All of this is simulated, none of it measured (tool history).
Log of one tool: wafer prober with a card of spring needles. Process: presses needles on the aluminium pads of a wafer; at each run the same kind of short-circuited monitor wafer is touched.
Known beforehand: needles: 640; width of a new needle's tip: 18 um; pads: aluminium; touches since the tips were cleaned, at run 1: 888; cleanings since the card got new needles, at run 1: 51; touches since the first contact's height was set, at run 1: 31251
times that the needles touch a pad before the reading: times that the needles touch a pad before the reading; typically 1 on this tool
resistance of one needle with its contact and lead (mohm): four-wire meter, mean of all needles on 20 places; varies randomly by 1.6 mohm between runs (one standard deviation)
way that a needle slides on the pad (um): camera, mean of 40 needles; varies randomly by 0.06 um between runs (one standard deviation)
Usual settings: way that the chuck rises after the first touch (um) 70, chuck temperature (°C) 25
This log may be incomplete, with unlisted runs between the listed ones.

run,day,way that the chuck rises after the first touch (um),chuck temperature (°C),times that the needles touch a pad before the reading,touches since the tips were cleaned,cleanings since the card got new needles,touches since the first contact's height was set,resistance of one needle with its contact and lead (mohm),way that a needle slides on the pad (um)
1,0,70,25,1,888,51,31251,159,16.42
# day 0.567: tips cleaned on abrasive film
2,0.567,70,25,1,0,52,34833,160,16.44
3,1.071,70,25,1,3181,52,38014,160,16.35
# day 1.317: tips cleaned on abrasive film
# day 2.042: tips cleaned on abrasive film
4,2.2,70,25,1,1006,54,45152,160,16.32
# day 2.8: tips cleaned on abrasive film
5,3.333,63,25,1,3371,55,52300,161,14.78
# day 3.504: tips cleaned on abrasive film
# day 4.229: tips cleaned on abrasive film
6,4.504,70,25,1,1740,57,59689,157,16.41
# day 4.917: tips cleaned on abrasive film
# day 5.633: tips cleaned on abrasive film
7,5.742,70,25,1,681,59,67494,158,16.34
# day 6.408: tips cleaned on abrasive film
8,6.858,70,25,1,2868,60,74565,160,16.37
# day 7.1: tips cleaned on abrasive film
# day 7.8: tips cleaned on abrasive film
9,8.071,70,25,1,1706,62,82204,156,16.37
# day 8.5: tips cleaned on abrasive film
10,8.912,70,25,1,2622,63,87519,160,16.45
# day 9.225: tips cleaned on abrasive film
11,9.733,70,25,1,3233,64,92709,159,16.32
# day 9.917: tips cleaned on abrasive film
12,10.358,70,25,1,2808,65,96655,159,16.35
# day 10.608: tips cleaned on abrasive film
13,11.212,70,25,1,3832,66,102058,158,16.35
# day 11.383: tips cleaned on abrasive film
14,11.779,70,25,1,2523,67,105624,161,16.32
# day 12.088: tips cleaned on abrasive film
15,12.6,70,25,1,3246,68,110805,157,16.38
# day 12.812: tips cleaned on abrasive film
# day 13.504: tips cleaned on abrasive film
16,13.538,70,69,1,204,70,116716,169,16.29
# day 14.217: tips cleaned on abrasive film
17,14.729,52,69,1,3238,71,124248,172,12.18
# day 14.933: tips cleaned on abrasive film
# day 15.692: tips cleaned on abrasive film
18,15.854,52,69,1,1037,73,131340,169,12.12
# day 16.392: tips cleaned on abrasive film
19,16.975,52,69,1,3721,74,138444,169,12.2
# day 17.125: tips cleaned on abrasive film
20,17.796,64,124,3,4245,75,143613,177,14.92
# day 17.9: tips cleaned on abrasive film
# day 18.692: tips cleaned on abrasive film
21,18.983,64,124,3,1852,77,151103,177,14.99
# day 19.45: tips cleaned on abrasive film
22,19.675,66,25,2,1416,78,155465,158,15.35
# day 20.167: tips cleaned on abrasive film
23,20.225,70,42,1,379,79,158953,160,16.25
# day 20.925: tips cleaned on abrasive film
24,21.396,70,42,1,2994,80,166352,159,16.36
# day 21.633: tips cleaned on abrasive film
# day 22.321: tips cleaned on abrasive film
25,22.475,70,42,1,978,82,173138,160,16.31
26,22.996,81,73,2,4300,82,176460,162,18.92
# day 23.058: tips cleaned on abrasive film
# day 23.767: tips cleaned on abrasive film
27,23.767,81,73,2,0,84,181299,163,18.91
# day 24.504: tips cleaned on abrasive film
28,24.596,81,73,2,583,85,186549,164,18.91
29,25.108,70,25,2,3821,85,189787,158,16.28
# day 25.2: tips cleaned on abrasive film
# day 25.95: tips cleaned on abrasive film
30,26.238,70,48,1,1824,87,196910,163,16.34
# day 26.654: tips cleaned on abrasive film
31,27.025,58,25,3,2349,88,201882,161,13.52

Branching from run 31: 3 alternative next runs. What would each branch give?
# day 27.388: tips cleaned on abrasive film
A,27.829,61,42,3,2806,89,206976,?,?
# day 27.388: tips cleaned on abrasive film
B,27.829,72,25,3,2806,89,206976,?,?
# day 27.388: tips cleaned on abrasive film
C,27.829,56,29,2,2806,89,206976,?,?

run,resistance of one needle with its contact and lead (mohm),way that a needle slides on the pad (um)
A,162,14.28
B,155,16.82
C,162,13.15
With the hidden condition removed and each run's random variation left untouched, the same runs would have given:
run,resistance of one needle with its contact and lead (mohm),way that a needle slides on the pad (um)
A,161,14.29
B,155,16.82
C,162,13.16
